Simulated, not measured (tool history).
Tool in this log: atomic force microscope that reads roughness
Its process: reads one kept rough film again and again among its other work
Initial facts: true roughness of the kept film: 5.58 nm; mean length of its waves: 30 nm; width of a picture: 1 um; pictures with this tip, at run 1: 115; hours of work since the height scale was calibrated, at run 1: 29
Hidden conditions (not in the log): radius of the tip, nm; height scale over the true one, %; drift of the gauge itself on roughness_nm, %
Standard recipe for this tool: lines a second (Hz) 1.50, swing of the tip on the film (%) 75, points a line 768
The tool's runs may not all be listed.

| run | hour | lines a second (Hz) | swing of the tip on the film (%) | points a line | pictures with this tip | hours of work since the height scale was calibrated | roughness of the kept film (nm (root mean square)) |
|---|---|---|---|---|---|---|---|
| 1 | 0.0 | 1.50 | 75 | 768 | 115 | 29 | 3.487 |
| 2 | 6.6 | 1.50 | 75 | 768 | 127 | 33 | 3.451 |
| 3 | 17.2 | 1.50 | 75 | 768 | 148 | 41 | 3.296 |
| 4 | 22.6 | 1.50 | 75 | 768 | 158 | 45 | 3.284 |
| 5 | 34.5 | 1.50 | 75 | 768 | 181 | 53 | 3.189 |
| 6 | 42.0 | 0.71 | 75 | 768 | 196 | 58 | 3.270 |
| 7 | 53.9 | 0.71 | 75 | 768 | 219 | 67 | 3.164 |
| 8 | 62.5 | 0.71 | 75 | 768 | 235 | 73 | 3.097 |
| 9 | 73.0 | 0.71 | 75 | 768 | 255 | 80 | 3.041 |
| 10 | 83.7 | 0.71 | 75 | 768 | 276 | 87 | 2.968 |
|  | 90.2 | new tip fitted |
| 11 | 90.4 | 0.71 | 75 | 768 | 0 | 92 | 4.498 |
| 12 | 101.3 | 1.50 | 75 | 768 | 21 | 99 | 4.152 |
| 13 | 107.3 | 1.50 | 75 | 768 | 33 | 104 | 4.045 |
| 14 | 117.5 | 1.50 | 75 | 768 | 52 | 111 | 3.947 |
| 15 | 127.5 | 1.50 | 75 | 768 | 72 | 118 | 3.829 |
| 16 | 139.0 | 1.50 | 75 | 768 | 94 | 126 | 3.666 |
| 17 | 146.7 | 1.50 | 75 | 768 | 109 | 131 | 3.618 |
| 18 | 153.5 | 1.50 | 75 | 768 | 122 | 136 | 3.515 |
| 19 | 159.4 | 1.50 | 75 | 768 | 133 | 140 | 3.451 |
| 20 | 169.9 | 1.50 | 75 | 768 | 153 | 148 | 3.376 |
| 21 | 181.1 | 1.50 | 75 | 768 | 175 | 155 | 3.281 |
| 22 | 191.2 | 1.50 | 75 | 768 | 195 | 163 | 3.194 |
| 23 | 202.6 | 1.50 | 75 | 423 | 216 | 170 | 3.071 |
| 24 | 207.7 | 1.50 | 75 | 398 | 226 | 174 | 3.059 |
| 25 | 212.6 | 0.78 | 75 | 768 | 236 | 177 | 3.155 |
| 26 | 221.6 | 0.78 | 75 | 768 | 253 | 184 | 3.093 |
| 27 | 226.8 | 0.78 | 75 | 768 | 263 | 187 | 3.055 |
| 28 | 234.2 | 1.50 | 67 | 317 | 277 | 193 | 2.920 |
|  | 240.1 | new tip fitted |
| 29 | 245.2 | 1.15 | 85 | 265 | 10 | 200 | 4.071 |
| 30 | 256.8 | 1.15 | 85 | 265 | 32 | 208 | 3.931 |
| 31 | 265.1 | 1.15 | 85 | 265 | 48 | 214 | 3.834 |
| 32 | 273.6 | 1.15 | 85 | 265 | 64 | 220 | 3.738 |
| 33 | 280.6 | 1.15 | 85 | 351 | 78 | 225 | 3.682 |
| 34 | 289.3 | 1.15 | 85 | 351 | 95 | 231 | 3.560 |
| 35 | 296.7 | 1.70 | 76 | 303 | 109 | 236 | 3.517 |
| 36 | 305.8 | 1.50 | 85 | 768 | 126 | 242 | 3.326 |
| 37 | 313.2 | 1.50 | 90 | 823 | 141 | 248 | 3.140 |
| 38 | 320.7 | 0.65 | 90 | 768 | 155 | 253 | 3.404 |
| 39 | 331.0 | 1.11 | 59 | 694 | 175 | 260 | 3.520 |
| 40 | 339.9 | 0.79 | 75 | 565 | 192 | 266 | 3.334 |
| 41 | 350.0 | 0.79 | 75 | 565 | 212 | 273 | 3.223 |
| 42 | 360.8 | 0.79 | 75 | 565 | 233 | 281 | 3.154 |
| 43 | 366.0 | 3.98 | 85 | 565 | 243 | 285 | 2.318 |
| 44 | 373.6 | 2.57 | 57 | 493 | 257 | 290 | 3.062 |
| 45 | 380.6 | 0.58 | 67 | 831 | 271 | 295 | 3.075 |
| 46 | 386.8 | 1.50 | 75 | 941 | 283 | 299 | 2.872 |
|  | 389.5 | new tip fitted |
| 47 | 394.2 | 1.50 | 59 | 321 | 9 | 304 | 4.385 |
| 48 | 402.7 | 1.27 | 59 | 864 | 25 | 310 | 4.324 |
| 49 | 407.9 | 1.27 | 59 | 864 | 35 | 314 | 4.240 |
| 50 | 415.7 | 1.62 | 88 | 409 | 50 | 319 | 3.571 |
| 51 | 422.8 | 3.17 | 80 | 641 | 64 | 324 | 3.315 |
| 52 | 430.0 | 3.17 | 80 | 641 | 78 | 329 | 3.209 |
| 53 | 440.9 | 3.17 | 65 | 641 | 99 | 337 | 3.555 |

Subtracting, for every run, the result it would have given without the tool's unlogged condition from the measured result gives the following. The same run-to-run variation enters both numbers; the gauge's scatter may not:
| run | roughness of the kept film (nm (root mean square)) |
|---|---|
| 1 | -0.850 |
| 2 | -0.917 |
| 3 | -1.005 |
| 4 | -1.068 |
| 5 | -1.174 |
| 6 | -1.287 |
| 7 | -1.379 |
| 8 | -1.442 |
| 9 | -1.528 |
| 10 | -1.601 |
| 11 | -0.032 |
| 12 | -0.187 |
| 13 | -0.275 |
| 14 | -0.402 |
| 15 | -0.528 |
| 16 | -0.656 |
| 17 | -0.745 |
| 18 | -0.809 |
| 19 | -0.856 |
| 20 | -0.966 |
| 21 | -1.075 |
| 22 | -1.159 |
| 23 | -1.231 |
| 24 | -1.281 |
| 25 | -1.382 |
| 26 | -1.453 |
| 27 | -1.496 |
| 28 | -1.507 |
| 29 | -0.104 |
| 30 | -0.253 |
| 31 | -0.356 |
| 32 | -0.460 |
| 33 | -0.542 |
| 34 | -0.635 |
| 35 | -0.721 |
| 36 | -0.779 |
| 37 | -0.823 |
| 38 | -0.973 |
| 39 | -1.136 |
| 40 | -1.179 |
| 41 | -1.272 |
| 42 | -1.367 |
| 43 | -1.039 |
| 44 | -1.451 |
| 45 | -1.544 |
| 46 | -1.503 |
| 47 | -0.157 |
| 48 | -0.286 |
| 49 | -0.364 |
| 50 | -0.402 |
| 51 | -0.456 |
| 52 | -0.524 |
| 53 | -0.712 |
